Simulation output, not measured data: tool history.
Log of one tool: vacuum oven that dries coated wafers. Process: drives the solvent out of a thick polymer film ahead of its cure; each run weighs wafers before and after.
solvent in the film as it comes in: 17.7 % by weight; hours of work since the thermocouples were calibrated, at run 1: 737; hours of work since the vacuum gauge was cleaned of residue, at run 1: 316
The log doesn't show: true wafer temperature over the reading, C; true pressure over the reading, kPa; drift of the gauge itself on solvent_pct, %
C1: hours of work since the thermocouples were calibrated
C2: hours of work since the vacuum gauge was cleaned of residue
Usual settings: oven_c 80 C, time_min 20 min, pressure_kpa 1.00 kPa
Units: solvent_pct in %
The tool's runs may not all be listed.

{"run": 1, "hour": 0.0, "oven_c": 80, "time_min": 20, "pressure_kpa": 1.0, "C1": 737, "C2": 316, "solvent_pct": 4.57}
{"run": 2, "hour": 86.6, "oven_c": 80, "time_min": 20, "pressure_kpa": 1.0, "C1": 774, "C2": 352, "solvent_pct": 4.55}
{"run": 3, "hour": 168.7, "oven_c": 80, "time_min": 20, "pressure_kpa": 1.0, "C1": 808, "C2": 387, "solvent_pct": 4.57}
{"run": 4, "hour": 208.2, "oven_c": 80, "time_min": 20, "pressure_kpa": 1.0, "C1": 825, "C2": 403, "solvent_pct": 4.58}
{"run": 5, "hour": 254.6, "oven_c": 80, "time_min": 20, "pressure_kpa": 1.0, "C1": 844, "C2": 423, "solvent_pct": 4.59}
{"run": 6, "hour": 345.4, "oven_c": 80, "time_min": 20, "pressure_kpa": 1.0, "C1": 882, "C2": 461, "solvent_pct": 4.64}
{"hour": 361.2, "done": "oven's thermocouples calibrated"}
{"run": 7, "hour": 394.7, "oven_c": 80, "time_min": 20, "pressure_kpa": 1.0, "C1": 14, "C2": 481, "solvent_pct": 4.39}
{"run": 8, "hour": 439.1, "oven_c": 68, "time_min": 20, "pressure_kpa": 1.0, "C1": 33, "C2": 499, "solvent_pct": 7.62}
{"run": 9, "hour": 502.6, "oven_c": 68, "time_min": 20, "pressure_kpa": 1.0, "C1": 59, "C2": 526, "solvent_pct": 7.54}
{"run": 10, "hour": 561.5, "oven_c": 68, "time_min": 17, "pressure_kpa": 1.0, "C1": 84, "C2": 551, "solvent_pct": 8.34}
{"run": 11, "hour": 605.3, "oven_c": 68, "time_min": 17, "pressure_kpa": 1.0, "C1": 102, "C2": 569, "solvent_pct": 8.38}
{"run": 12, "hour": 644.2, "oven_c": 89, "time_min": 27, "pressure_kpa": 1.0, "C1": 119, "C2": 585, "solvent_pct": 1.58}
{"run": 13, "hour": 689.9, "oven_c": 83, "time_min": 12, "pressure_kpa": 3.74, "C1": 138, "C2": 605, "solvent_pct": 7.7}
{"run": 14, "hour": 779.4, "oven_c": 83, "time_min": 12, "pressure_kpa": 3.74, "C1": 175, "C2": 642, "solvent_pct": 7.6}
{"run": 15, "hour": 846.3, "oven_c": 83, "time_min": 12, "pressure_kpa": 3.74, "C1": 203, "C2": 670, "solvent_pct": 7.71}
{"run": 16, "hour": 908.6, "oven_c": 94, "time_min": 31, "pressure_kpa": 1.85, "C1": 230, "C2": 696, "solvent_pct": 1.25}
{"run": 17, "hour": 955.1, "oven_c": 80, "time_min": 13, "pressure_kpa": 2.65, "C1": 249, "C2": 716, "solvent_pct": 7.58}
{"run": 18, "hour": 1002.2, "oven_c": 80, "time_min": 18, "pressure_kpa": 0.57, "C1": 269, "C2": 736, "solvent_pct": 4.73}
{"run": 19, "hour": 1063.4, "oven_c": 71, "time_min": 14, "pressure_kpa": 1.87, "C1": 294, "C2": 761, "solvent_pct": 9.18}
{"run": 20, "hour": 1108.8, "oven_c": 88, "time_min": 20, "pressure_kpa": 1.0, "C1": 313, "C2": 780, "solvent_pct": 2.78}

Hidden state at the last listed run before each entry between runs and at the first one after, where it differs:
Between runs 6 and 7: oven's thermocouples calibrated (hour 361.2)
  true wafer temperature over the reading, C: -0.98 -> -0.14; true pressure over the reading, kPa: 0.081 -> 0.084
  measured less the result without the state, solvent_pct: +0.30 -> +0.09 %

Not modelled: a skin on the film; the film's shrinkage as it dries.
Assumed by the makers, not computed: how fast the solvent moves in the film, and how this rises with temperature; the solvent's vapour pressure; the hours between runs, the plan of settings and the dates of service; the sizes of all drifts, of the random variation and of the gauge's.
